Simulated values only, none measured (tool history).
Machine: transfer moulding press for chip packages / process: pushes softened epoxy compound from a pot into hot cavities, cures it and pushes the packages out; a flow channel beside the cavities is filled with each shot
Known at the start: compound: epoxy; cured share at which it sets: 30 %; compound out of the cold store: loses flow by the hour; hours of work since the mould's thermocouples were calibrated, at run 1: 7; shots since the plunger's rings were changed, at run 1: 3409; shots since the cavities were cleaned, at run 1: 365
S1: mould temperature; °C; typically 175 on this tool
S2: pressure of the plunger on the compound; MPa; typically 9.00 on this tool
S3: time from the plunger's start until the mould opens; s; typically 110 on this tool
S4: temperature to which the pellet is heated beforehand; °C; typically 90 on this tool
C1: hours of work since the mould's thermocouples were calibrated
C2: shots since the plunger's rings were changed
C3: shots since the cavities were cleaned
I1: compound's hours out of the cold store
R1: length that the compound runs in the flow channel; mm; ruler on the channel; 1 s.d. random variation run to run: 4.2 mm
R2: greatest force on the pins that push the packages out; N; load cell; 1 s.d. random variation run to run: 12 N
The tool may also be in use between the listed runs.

{"run": 1, "hour": 0.0, "S1": 175, "S2": 9.0, "S3": 110, "S4": 90, "C1": 7, "C2": 3409, "C3": 365, "I1": 19.6, "R1": 844, "R2": 594}
{"hour": 6.1, "done": "plunger's sealing rings changed"}
{"run": 2, "hour": 12.3, "S1": 175, "S2": 9.0, "S3": 110, "S4": 90, "C1": 15, "C2": 77, "C3": 487, "I1": 28.8, "R1": 823, "R2": 610}
{"run": 3, "hour": 23.8, "S1": 175, "S2": 9.0, "S3": 110, "S4": 90, "C1": 24, "C2": 220, "C3": 630, "I1": 21.2, "R1": 841, "R2": 585}
{"run": 4, "hour": 38.6, "S1": 175, "S2": 9.0, "S3": 110, "S4": 90, "C1": 35, "C2": 404, "C3": 814, "I1": 20.2, "R1": 846, "R2": 604}
{"hour": 52.9, "done": "cavities cleaned with cleaning compound and waxed"}
{"run": 5, "hour": 55.2, "S1": 175, "S2": 9.0, "S3": 110, "S4": 97, "C1": 47, "C2": 592, "C3": 29, "I1": 28.8, "R1": 827, "R2": 551}
{"run": 6, "hour": 63.4, "S1": 175, "S2": 9.0, "S3": 110, "S4": 97, "C1": 54, "C2": 693, "C3": 130, "I1": 28.4, "R1": 826, "R2": 571}
{"run": 7, "hour": 76.8, "S1": 175, "S2": 9.0, "S3": 110, "S4": 97, "C1": 64, "C2": 859, "C3": 296, "I1": 39.1, "R1": 812, "R2": 578}
{"run": 8, "hour": 89.2, "S1": 175, "S2": 9.0, "S3": 110, "S4": 97, "C1": 74, "C2": 1014, "C3": 451, "I1": 35.2, "R1": 801, "R2": 591}
{"run": 9, "hour": 103.4, "S1": 175, "S2": 9.0, "S3": 110, "S4": 97, "C1": 85, "C2": 1189, "C3": 626, "I1": 38.0, "R1": 801, "R2": 587}
{"run": 10, "hour": 112.4, "S1": 173, "S2": 9.0, "S3": 110, "S4": 90, "C1": 92, "C2": 1301, "C3": 738, "I1": 36.2, "R1": 822, "R2": 664}
{"run": 11, "hour": 124.3, "S1": 175, "S2": 9.0, "S3": 110, "S4": 90, "C1": 101, "C2": 1450, "C3": 887, "I1": 40.5, "R1": 797, "R2": 577}
{"hour": 133.3, "done": "cavities cleaned with cleaning compound and waxed"}
{"run": 12, "hour": 140.6, "S1": 175, "S2": 9.0, "S3": 109, "S4": 90, "C1": 113, "C2": 1632, "C3": 89, "I1": 33.9, "R1": 816, "R2": 581}
{"run": 13, "hour": 153.1, "S1": 175, "S2": 9.0, "S3": 109, "S4": 90, "C1": 123, "C2": 1788, "C3": 245, "I1": 13.5, "R1": 859, "R2": 582}
{"run": 14, "hour": 166.3, "S1": 175, "S2": 10.47, "S3": 110, "S4": 90, "C1": 133, "C2": 1953, "C3": 410, "I1": 46.2, "R1": 846, "R2": 573}
{"run": 15, "hour": 173.7, "S1": 175, "S2": 7.3, "S3": 110, "S4": 90, "C1": 139, "C2": 2044, "C3": 501, "I1": 24.3, "R1": 749, "R2": 597}
{"run": 16, "hour": 185.3, "S1": 169, "S2": 7.6, "S3": 101, "S4": 91, "C1": 148, "C2": 2188, "C3": 645, "I1": 16.6, "R1": 818, "R2": 1222}
{"run": 17, "hour": 199.3, "S1": 169, "S2": 7.6, "S3": 101, "S4": 91, "C1": 159, "C2": 2362, "C3": 819, "I1": 28.8, "R1": 789, "R2": 1145}
{"hour": 213.5, "done": "cavities cleaned with cleaning compound and waxed"}
{"run": 18, "hour": 215.9, "S1": 175, "S2": 9.95, "S3": 110, "S4": 90, "C1": 171, "C2": 2549, "C3": 30, "I1": 29.0, "R1": 875, "R2": 590}
{"run": 19, "hour": 225.2, "S1": 168, "S2": 9.0, "S3": 139, "S4": 90, "C1": 178, "C2": 2664, "C3": 145, "I1": 32.9, "R1": 852, "R2": 652}
{"run": 20, "hour": 231.6, "S1": 168, "S2": 9.73, "S3": 139, "S4": 90, "C1": 183, "C2": 2745, "C3": 226, "I1": 9.7, "R1": 938, "R2": 668}
{"run": 21, "hour": 244.5, "S1": 181, "S2": 10.03, "S3": 110, "S4": 94, "C1": 193, "C2": 2905, "C3": 386, "I1": 10.6, "R1": 887, "R2": 461}
{"run": 22, "hour": 255.2, "S1": 178, "S2": 10.26, "S3": 98, "S4": 88, "C1": 201, "C2": 3037, "C3": 518, "I1": 13.6, "R1": 905, "R2": 601}
{"run": 23, "hour": 263.5, "S1": 174, "S2": 9.0, "S3": 110, "S4": 90, "C1": 208, "C2": 3140, "C3": 621, "I1": 25.8, "R1": 835, "R2": 632}
{"run": 24, "hour": 278.3, "S1": 175, "S2": 9.0, "S3": 109, "S4": 88, "C1": 219, "C2": 3324, "C3": 805, "I1": 23.4, "R1": 841, "R2": 588}
{"run": 25, "hour": 284.7, "S1": 175, "S2": 9.0, "S3": 109, "S4": 88, "C1": 224, "C2": 3404, "C3": 885, "I1": 31.2, "R1": 822, "R2": 591}
{"hour": 290.8, "done": "plunger's sealing rings changed"}
{"hour": 296.4, "done": "cavities cleaned with cleaning compound and waxed"}
{"run": 26, "hour": 303.3, "S1": 175, "S2": 8.74, "S3": 98, "S4": 88, "C1": 236, "C2": 136, "C3": 84, "I1": 31.6, "R1": 812, "R2": 738}
{"run": 27, "hour": 310.1, "S1": 175, "S2": 9.0, "S3": 110, "S4": 83, "C1": 241, "C2": 221, "C3": 169, "I1": 45.1, "R1": 797, "R2": 573}
{"run": 28, "hour": 324.6, "S1": 176, "S2": 8.12, "S3": 132, "S4": 87, "C1": 253, "C2": 402, "C3": 350, "I1": 44.3, "R1": 753, "R2": 464}
{"run": 29, "hour": 335.2, "S1": 181, "S2": 9.0, "S3": 93, "S4": 98, "C1": 261, "C2": 533, "C3": 481, "I1": 34.7, "R1": 782, "R2": 546}

Here are 3 independent what-if runs from the current tool condition. What would each one return?
{"run": "A", "hour": 349.5, "S1": 175, "S2": 9.0, "S3": 103, "S4": 82, "C1": 272, "C2": 710, "C3": 658, "I1": 46.0, "R1": "?", "R2": "?"}
{"run": "B", "hour": 349.5, "S1": 175, "S2": 8.6, "S3": 110, "S4": 82, "C1": 272, "C2": 710, "C3": 658, "I1": 22.4, "R1": "?", "R2": "?"}
{"run": "C", "hour": 349.5, "S1": 172, "S2": 9.0, "S3": 93, "S4": 86, "C1": 272, "C2": 710, "C3": 658, "I1": 44.2, "R1": "?", "R2": "?"}

run=A R1=783 R2=682
run=B R1=817 R2=582
run=C R1=809 R2=1006
Had the tool no hidden state, the same runs would have come out as:
run=A R1=783 R2=670
run=B R1=817 R2=572
run=C R1=809 R2=988
